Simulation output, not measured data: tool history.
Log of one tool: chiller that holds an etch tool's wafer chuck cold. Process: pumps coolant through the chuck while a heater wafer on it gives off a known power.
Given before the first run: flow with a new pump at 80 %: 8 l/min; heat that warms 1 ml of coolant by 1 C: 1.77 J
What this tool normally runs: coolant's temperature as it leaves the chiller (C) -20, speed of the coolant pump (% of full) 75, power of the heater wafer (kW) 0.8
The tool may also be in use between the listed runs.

| run | day | coolant's temperature as it leaves the chiller (C) | speed of the coolant pump (% of full) | power of the heater wafer (kW) | chuck's temperature once it has settled (C) | how much warmer the coolant comes back (C) |
|---|---|---|---|---|---|---|
| 1 | 0 | -20 | 75 | 0.8 | -11.7 | 4.01 |
| 2 | 5.158 | -20 | 75 | 0.8 | -11.6 | 3.96 |
| 3 | 8.762 | -20 | 99 | 0.8 | -13.1 | 2.97 |
| 4 | 15.938 | -20 | 61 | 0.8 | -10.2 | 4.86 |
| 5 | 21.65 | -20 | 75 | 0.8 | -11.5 | 3.95 |
| 6 | 29.358 | -19 | 75 | 0.8 | -10.4 | 3.99 |
|  | 33.004 | coolant changed, channels flushed |
| 7 | 35.575 | -20 | 75 | 1.184 | -8.9 | 5.99 |
| 8 | 39.571 | -20 | 75 | 0.8 | -12.4 | 4.04 |
| 9 | 45.142 | -20 | 75 | 0.8 | -12.3 | 3.97 |
| 10 | 48.438 | -20 | 75 | 0.8 | -12.1 | 3.99 |
| 11 | 54.05 | -20 | 75 | 0.8 | -12.1 | 4.03 |
| 12 | 58.346 | -20 | 75 | 0.8 | -12.2 | 3.97 |
| 13 | 61.942 | -20 | 75 | 0.8 | -12 | 3.98 |
| 14 | 68.312 | -20 | 75 | 0.8 | -12 | 4.01 |
| 15 | 74.529 | -20 | 79 | 0.8 | -12.1 | 3.83 |
| 16 | 81.5 | -20 | 79 | 0.8 | -12 | 3.83 |
| 17 | 87.854 | -15 | 92 | 0.799 | -8 | 3.35 |
| 18 | 93.517 | -11 | 82 | 0.699 | -4.4 | 3.29 |
| 19 | 101.058 | -11 | 82 | 0.699 | -4.2 | 3.25 |
| 20 | 105.679 | -11 | 81 | 0.452 | -6.3 | 2.09 |
| 21 | 111.838 | -11 | 81 | 0.452 | -6.4 | 2.1 |
| 22 | 118.871 | -30 | 66 | 0.452 | -24.5 | 2.64 |
| 23 | 126.679 | -30 | 66 | 0.452 | -24.7 | 2.7 |

Forecast run 24:
| 24 | 131.992 | -30 | 66 | 0.452 | ? | ? |

Run 24 gave chuck's temperature once it has settled (C) -24.5, how much warmer the coolant comes back (C) 2.65.
Without the tool's hidden state the same run would have given chuck's temperature once it has settled (C) -25.8, how much warmer the coolant comes back (C) 2.31.
